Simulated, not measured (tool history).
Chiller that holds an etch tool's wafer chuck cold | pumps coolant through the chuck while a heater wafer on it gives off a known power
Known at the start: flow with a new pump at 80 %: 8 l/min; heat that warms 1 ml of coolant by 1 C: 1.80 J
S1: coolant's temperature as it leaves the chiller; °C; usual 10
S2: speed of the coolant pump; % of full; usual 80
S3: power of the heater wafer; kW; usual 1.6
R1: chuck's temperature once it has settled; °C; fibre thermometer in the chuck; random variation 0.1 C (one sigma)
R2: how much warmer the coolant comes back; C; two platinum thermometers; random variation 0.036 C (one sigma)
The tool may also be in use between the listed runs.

Run 1, hour 0: usual settings. Result: R1 28.4 °C, R2 6.68 C.
Run 2, hour 71: usual settings. Result: R1 28.5 °C, R2 6.63 C.
At hour 102.9: chiller's thermometer calibrated.
Run 3, hour 109.5: usual settings. Result: R1 28.5 °C, R2 6.66 C.
Run 4, hour 144.2: usual settings but S3 1.414 kW. Result: R1 26.3 °C, R2 5.82 C.
Run 5, hour 201.1: usual settings but S3 1.013 kW. Result: R1 21.7 °C, R2 4.18 C.
Run 6, hour 258.7: usual settings but S3 1.191 kW. Result: R1 23.6 °C, R2 4.95 C.
Run 7, hour 298: usual settings. Result: R1 28.4 °C, R2 6.54 C.
Run 8, hour 353.4: usual settings. Result: R1 28.3 °C, R2 6.57 C.
Run 9, hour 419.2: usual settings. Result: R1 28.3 °C, R2 6.58 C.
Run 10, hour 457.1: usual settings. Result: R1 28.3 °C, R2 6.56 C.
Run 11, hour 500.5: usual settings but S1 13 °C. Result: R1 31.2 °C, R2 6.53 C.
Run 12, hour 565.2: usual settings but S2 76 % of full. Result: R1 29.1 °C, R2 6.9 C.
Run 13, hour 626.1: usual settings but S2 76 % of full. Result: R1 29.2 °C, R2 6.92 C.
Run 14, hour 667.2: usual settings but S2 76 % of full. Result: R1 29.2 °C, R2 6.91 C.
Run 15, hour 717.6: usual settings but S2 76 % of full. Result: R1 29.2 °C, R2 6.9 C.
Run 16, hour 765.8: usual settings but S2 62 % of full. Result: R1 32.7 °C, R2 8.59 C.
Run 17, hour 826.1: usual settings but S1 14 °C, S2 91 % of full, S3 1.047 kW. Result: R1 24.9 °C, R2 3.61 C.
Run 18, hour 893.3: usual settings but S1 13 °C, S2 91 % of full, S3 1.047 kW. Result: R1 23.9 °C, R2 3.63 C.
Run 19, hour 938.1: usual settings but S1 13 °C, S2 91 % of full, S3 1.047 kW. Result: R1 23.8 °C, R2 3.56 C.
At hour 970.5: gauge calibrated.
Run 20, hour 970.5: usual settings but S1 3 °C, S3 0.995 kW. Result: R1 14.6 °C, R2 4.19 C.
Run 21, hour 1009.6: usual settings but S1 3 °C, S3 0.995 kW. Result: R1 14.3 °C, R2 4.14 C.
Run 22, hour 1069.3: usual settings but S1 3 °C, S3 0.995 kW. Result: R1 14.5 °C, R2 4.14 C.
Run 23, hour 1138.8: usual settings but S1 8 °C. Result: R1 26.3 °C, R2 6.7 C.
Run 24, hour 1210.2: usual settings but S1 8 °C. Result: R1 26.4 °C, R2 6.58 C.

4 ways to go on from here, each from the tool as it stands after run 24. What would each give?
Run A, hour 1276: usual settings but S1 11 °C, S2 91 % of full, S3 1.871 kW. Result: R1 ?, R2 ?.
Run B, hour 1276: usual settings but S1 1 °C, S2 66 % of full, S3 0.838 kW. Result: R1 ?, R2 ?.
Run C, hour 1276: usual settings but S3 2.27 kW. Result: R1 ?, R2 ?.
Run D, hour 1276: usual settings but S1 7 °C, S2 72 % of full, S3 2.046 kW. Result: R1 ?, R2 ?.

run    R1    R2
  A  30.4  6.74
  B  12.2  4.24
  C    36  9.42
  D  32.5  9.47
Without the tool's hidden state the same runs would have given:
run    R1    R2
  A  30.4  6.81
  B  12.2  4.31
  C    36  9.49
  D  32.5  9.54
